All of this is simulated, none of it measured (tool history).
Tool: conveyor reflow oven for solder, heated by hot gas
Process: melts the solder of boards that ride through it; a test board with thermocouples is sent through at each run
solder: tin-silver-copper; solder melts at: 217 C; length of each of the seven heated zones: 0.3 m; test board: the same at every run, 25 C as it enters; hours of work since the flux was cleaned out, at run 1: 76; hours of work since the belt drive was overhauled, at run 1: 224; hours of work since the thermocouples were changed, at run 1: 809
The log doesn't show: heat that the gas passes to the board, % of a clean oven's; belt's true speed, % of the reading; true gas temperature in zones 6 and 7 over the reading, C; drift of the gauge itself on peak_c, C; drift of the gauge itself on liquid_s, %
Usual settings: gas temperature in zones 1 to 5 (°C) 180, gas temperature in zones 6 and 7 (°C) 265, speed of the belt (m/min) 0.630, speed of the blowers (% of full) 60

run	hour	gas temperature in zones 1 to 5 (°C)	gas temperature in zones 6 and 7 (°C)	speed of the belt (m/min)	speed of the blowers (% of full)	hours of work since the flux was cleaned out	hours of work since the belt drive was overhauled	hours of work since the thermocouples were changed	highest temperature of the board (°C)	time above the solder's melting point (s)
1	0.0	180	265	0.630	60	76	224	809	252.5	44.7
2	11.7	180	265	0.630	60	83	231	816	252.6	43.7
3	19.0	180	265	0.630	60	87	235	820	252.3	44.2
# hour 26.0: thermocouples of zones 6 and 7 changed
4	28.7	180	277	0.630	60	92	239	2	260.6	48.6
5	34.5	180	259	0.630	60	95	243	5	244.8	40.0
6	42.0	180	259	0.630	60	99	247	9	244.3	39.6
# hour 47.0: belt drive overhauled, speed set with a stopwatch
7	57.7	180	259	0.630	60	106	6	16	244.5	39.7
8	64.0	180	270	0.630	60	110	10	20	254.6	46.1
# hour 68.9: belt drive overhauled, speed set with a stopwatch, once more
9	78.8	180	270	0.630	60	116	6	26	253.8	44.2
10	84.2	180	265	0.668	80	119	9	29	252.6	42.4
11	95.4	180	263	0.658	64	126	15	36	247.6	39.9
12	106.9	183	273	0.620	53	132	22	42	256.1	46.3
13	115.4	165	270	0.522	79	137	27	47	261.9	55.7

Forecast each of these 5 alternatives for the next run:
A	126.2	190	266	0.658	79	144	33	54	?	?
B	126.2	165	270	0.738	55	144	33	54	?	?
C	126.2	181	265	0.555	60	144	33	54	?	?
D	126.2	187	271	0.522	89	144	33	54	?	?
E	126.2	165	278	0.740	85	144	33	54	?	?

run	highest temperature of the board (°C)	time above the solder's melting point (s)
A	254.6	47.1
B	242.0	27.2
C	253.8	52.6
D	265.9	64.4
E	258.5	37.5
Without the tool's hidden state the same runs would have given:
run	highest temperature of the board (°C)	time above the solder's melting point (s)
A	255.0	47.3
B	242.7	27.8
C	254.0	52.9
D	266.0	64.5
E	259.4	38.0
